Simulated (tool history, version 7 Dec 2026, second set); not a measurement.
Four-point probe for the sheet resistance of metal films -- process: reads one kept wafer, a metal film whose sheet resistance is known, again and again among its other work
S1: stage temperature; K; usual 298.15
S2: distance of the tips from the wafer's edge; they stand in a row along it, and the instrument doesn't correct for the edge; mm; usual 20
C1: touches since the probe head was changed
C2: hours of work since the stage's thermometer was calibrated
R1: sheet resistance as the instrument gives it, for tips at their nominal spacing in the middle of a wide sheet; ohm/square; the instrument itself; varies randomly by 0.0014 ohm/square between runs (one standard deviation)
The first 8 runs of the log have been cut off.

run     day      S1  S2     C1    C2        R1
  9     8.4  298.15  20  16049  2031  6.831044
 10     9.7  298.15  20  17101  2054  6.828907
 11   10.45  298.15  20  17705  2068  6.829747
 12  11.362  298.15  20  18443  2085  6.830454
 13  12.458  298.15  20  19329  2105  6.829928
 14  13.946  295.15  20  20533  2132  6.842092
 15  14.779  300.15  20  21205  2147  6.824336
 16  16.012  300.15  20  22204  2170  6.822137
 17  16.875  300.15  20  22901  2185  6.822857
 18  18.296  300.15  20  24050  2211  6.823242
 19  19.558  298.15   4  25070  2234  6.883111
 20  20.358  298.15  23  25717  2249   6.82891
 21  21.854  298.15  23  26928  2276  6.829415
 22  23.379  298.15  20  28161  2304  6.827625
 23  24.729  298.15  20  29252  2329    6.8272
 24  25.579  294.15  20  29938  2344  6.840567

What does the tool deliver on the next run?
 25  27.1  294.15  20  31169  2372   ?

{"run 25": {"R1": 6.841314}}
With no hidden state in the tool, this same run would have given R1 6.8092 ohm/square.

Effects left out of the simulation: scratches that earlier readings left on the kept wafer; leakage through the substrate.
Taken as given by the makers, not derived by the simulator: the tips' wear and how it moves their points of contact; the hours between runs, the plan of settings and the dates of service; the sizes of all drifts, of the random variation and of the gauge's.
